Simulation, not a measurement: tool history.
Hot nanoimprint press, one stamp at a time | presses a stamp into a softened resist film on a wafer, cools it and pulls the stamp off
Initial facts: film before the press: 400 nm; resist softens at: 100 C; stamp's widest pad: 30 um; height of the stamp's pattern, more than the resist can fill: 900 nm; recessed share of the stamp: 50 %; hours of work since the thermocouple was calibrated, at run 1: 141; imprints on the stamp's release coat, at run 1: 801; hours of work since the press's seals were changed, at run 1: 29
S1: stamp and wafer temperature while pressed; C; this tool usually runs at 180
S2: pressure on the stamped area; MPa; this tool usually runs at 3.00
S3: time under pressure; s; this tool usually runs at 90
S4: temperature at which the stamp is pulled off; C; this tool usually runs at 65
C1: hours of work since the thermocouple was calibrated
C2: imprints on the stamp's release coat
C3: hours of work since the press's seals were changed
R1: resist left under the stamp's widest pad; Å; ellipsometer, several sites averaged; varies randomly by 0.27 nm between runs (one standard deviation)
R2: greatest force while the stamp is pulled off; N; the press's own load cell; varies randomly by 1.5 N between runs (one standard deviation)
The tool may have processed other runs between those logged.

run   hour   S1    S2   S3  S4   C1    C2   C3    R1   R2
  1    0.0  180  3.00   90  65  141   801   29  1630  180
  2    6.9  180  3.00   90  65  145   815   32  1632  181
  3   12.6  183  3.00   90  65  147   826   35  1500  180
  4   19.9  183  3.00   90  65  151   840   39  1504  180
  5   27.4  180  3.00   90  65  155   854   43  1632  181
  6   33.0  180  3.00   90  65  158   865   45  1634  182
  7   39.5  187  3.00   90  65  161   878   49  1348  183
  8   49.6  180  3.00   90  70  166   897   53  1629  166
  9   55.8  180  1.87   90  65  169   909   57  2059  183
 10   67.3  187  3.00   90  65  175   931   62  1349  180
 11   77.2  180  3.00   90  65  179   950   67  1628  183
 12   86.6  180  3.00   59  65  184   968   72  1895  183
 13   93.4  180  3.00   90  65  187   981   75  1634  184
 14  101.2  180  3.06   90  65  191   996   79  1613  184
 15  108.8  180  3.00  146  65  195  1011   83  1362  183
 16  117.5  180  3.00  146  65  199  1028   87  1364  181
 17  129.6  177  2.35   66  61  205  1051   93  2207  193
 18  138.9  180  2.49  145  65  210  1069   98  1504  183
 19  145.8  180  2.50  115  54  213  1082  101  1636  221
 20  154.9  187  3.65   68  71  218  1100  105  1351  164
 21  161.3  187  3.65   68  71  221  1112  109  1351  167
 22  168.8  182  4.66   88  65  225  1127  112  1230  185
 23  175.4  182  4.00   88  66  228  1139  116  1336  180
 24  187.1  174  2.72   90  52  234  1162  121  2019  225
 25  197.9  174  2.72   90  52  239  1183  127  2017  222
 26  204.6  192  3.91   90  65  242  1196  130  1024  185
 27  209.5  171  3.25   99  70  245  1205  132  1943  168
 28  220.6  177  3.00   63  65  250  1226  138  1999  187
 29  225.9  177  2.30   63  55  253  1237  141  2250  215
 30  237.0  180  2.48   90  67  258  1258  146  1796  178

Below are 4 alternative next runs, each starting from the tool's condition after run 30. Predict each:
  A  245.8  180  1.89  57  69  263  1275  150   ?   ?
  B  245.8  180  3.00  90  68  263  1275  150   ?   ?
  C  245.8  180  3.42  90  54  263  1275  150   ?   ?
  D  245.8  180  2.02  90  55  263  1275  150   ?   ?

run    R1   R2
  A  2361  173
  B  1629  176
  C  1523  217
  D  1981  216
Stripped of hidden state, with their random variation kept, the same runs would have yielded:
run    R1   R2
  A  2389  159
  B  1650  162
  C  1541  200
  D  2007  199
